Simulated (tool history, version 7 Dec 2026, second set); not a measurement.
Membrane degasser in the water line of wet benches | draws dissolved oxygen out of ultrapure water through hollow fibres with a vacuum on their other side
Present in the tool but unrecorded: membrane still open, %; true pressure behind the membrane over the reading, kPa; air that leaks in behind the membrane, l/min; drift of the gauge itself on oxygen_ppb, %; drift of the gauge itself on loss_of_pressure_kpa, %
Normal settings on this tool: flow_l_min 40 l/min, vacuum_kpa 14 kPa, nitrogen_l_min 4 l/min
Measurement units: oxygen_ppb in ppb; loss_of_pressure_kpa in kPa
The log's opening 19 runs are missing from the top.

run	hour	flow_l_min	vacuum_kpa	nitrogen_l_min	hours since the membrane was changed	hours since the vacuum gauge was calibrated	hours since the vacuum lines were made tight	oxygen_ppb	loss_of_pressure_kpa
20	4132.4	58	25.5	7.17	9397	2607	4595	426.2	47.36
21	4403.6	26	27.2	1.8	9668	2879	4866	735.3	21.03
22	4624.6	40	20.4	2.24	9889	3100	5087	648.8	32.33
# hour 4662: vacuum gauge calibrated
23	4904.2	51	14	5.88	10169	242	5366	225.5	41.57
24	5133.9	32	19.5	11.24	10398	472	5596	114.3	25.96
25	5372	40	9.4	4	10636	710	5834	147.7	32.69
26	5581	56	9.4	4	10845	919	6043	207.5	45.49
27	5811.4	40	14	4	11076	1149	6273	250.8	32.31
28	5986.1	51	15.6	1.75	11250	1324	6448	703.9	41.13
29	6126.7	40	21.8	3.59	11391	1465	6589	462.4	32.62
30	6435.5	40	21.8	3.59	11700	1773	6897	460.4	32.15
31	6570.5	40	21.8	3.59	11835	1908	7032	470.1	32.28

5 options for the next run, each taken on its own from the tool as it stands now. Forecast them:
A	6902.1	40	20	4	12166	2240	7364	?	?
B	6902.1	51	21.8	11.78	12166	2240	7364	?	?
C	6902.1	36	31.6	2.14	12166	2240	7364	?	?
D	6902.1	30	8.4	2.48	12166	2240	7364	?	?
E	6902.1	29	14	7.47	12166	2240	7364	?	?

run	oxygen_ppb	loss_of_pressure_kpa
A	386.6	32.16
B	203.7	41.33
C	963.5	28.91
D	145.2	24.24
E	102	23.49
With no hidden state in the tool, these same runs would have given:
run	oxygen_ppb	loss_of_pressure_kpa
A	386.3	32.78
B	203.5	42.12
C	963	29.46
D	145	24.7
E	101.9	23.94

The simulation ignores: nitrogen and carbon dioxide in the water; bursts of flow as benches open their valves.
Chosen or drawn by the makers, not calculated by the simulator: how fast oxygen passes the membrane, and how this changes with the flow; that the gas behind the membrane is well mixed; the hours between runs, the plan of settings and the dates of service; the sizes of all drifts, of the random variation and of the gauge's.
